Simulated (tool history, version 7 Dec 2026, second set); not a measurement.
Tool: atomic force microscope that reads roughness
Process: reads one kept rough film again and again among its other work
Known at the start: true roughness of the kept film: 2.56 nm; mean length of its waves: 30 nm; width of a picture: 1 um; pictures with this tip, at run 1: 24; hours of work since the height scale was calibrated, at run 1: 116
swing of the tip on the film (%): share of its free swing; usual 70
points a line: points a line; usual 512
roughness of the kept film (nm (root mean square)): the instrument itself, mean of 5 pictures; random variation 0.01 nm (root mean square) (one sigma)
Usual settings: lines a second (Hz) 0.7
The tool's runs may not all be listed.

run   hour  lines a second (Hz)  swing of the tip on the film (%)  points a line  pictures with this tip  hours of work since the height scale was calibrated  roughness of the kept film (nm (root mean square))
  1      0                  0.7                                70            512                      24                                                  116                                               2.272
  2   30.7                  0.7                                70            996                      56                                                  136                                               2.282
  3   62.8                  0.7                                70            996                      88                                                  157                                                 2.3
  4   81.1                  0.7                                70            512                     107                                                  169                                               2.266
  5  113.4                  0.7                                79            512                     140                                                  190                                                2.22
  6    137                  0.7                                79            512                     164                                                  206                                               2.219
  7  163.5                  0.7                                79            512                     192                                                  223                                               2.203
  8  185.6                  0.7                                70            854                     214                                                  237                                               2.277
  9  217.3                  0.7                                59            512                     247                                                  258                                               2.298
     232.5  -- new tip fitted
 10  232.5                  0.7                                59            512                       0                                                  267                                               2.319
 11  248.4                2.179                                59            512                      16                                                  278                                                2.21
 12  275.6                2.179                                59            512                      44                                                  296                                               2.237
 13  302.5                2.385                                70            512                      71                                                  313                                                2.09
 14  320.3                  0.7                                70            512                      89                                                  325                                               2.279
 15    347                  0.7                                70            512                     117                                                  342                                               2.289
 16  376.6                  0.7                                70            512                     147                                                  361                                               2.268
 17  398.7                  0.7                                73            611                     170                                                  376                                               2.258
 18  425.5                1.683                                61            483                     197                                                  393                                               2.252
 19  441.2                0.589                                71            503                     213                                                  403                                               2.293
 20  456.8                0.691                                70            930                     229                                                  413                                               2.287
 21  476.1                0.511                                61            512                     249                                                  426                                               2.314
     489.9  -- new tip fitted
 22  508.7                1.033                                57            512                      20                                                  447                                               2.316
 23  535.6                1.033                                57            512                      47                                                  464                                               2.304
 24  557.2                  0.7                                55            300                      69                                                  478                                               2.306
 25  584.2                0.604                                70            443                      97                                                  496                                               2.285
 26  616.3                2.721                                84            609                     130                                                  517                                               1.834
 27  643.8                2.721                                61            609                     158                                                  535                                               2.182
 28  660.1                2.721                                74            289                     175                                                  545                                               1.969
 29  691.6                  0.7                                73            512                     207                                                  566                                               2.257
 30  721.9                0.707                                83            407                     238                                                  586                                               2.188
       746  -- new tip fitted
 31  750.8                0.707                                83            407                       5                                                  604                                                 2.2
 32  769.2                 0.58                                74            397                      24                                                  616                                               2.272

Hidden state at the last listed run before each entry between runs and at the first one after, where it differs:
Between runs 9 and 10: new tip fitted (hour 232.5)
  radius of the tip, nm: 7.2 -> 7
Between runs 21 and 22: new tip fitted (hour 489.9)
  radius of the tip, nm: 7.2 -> 7
Between runs 30 and 31: new tip fitted (hour 746)
  radius of the tip, nm: 7.2 -> 7; height scale over the true one, %: 0 -> 0.01
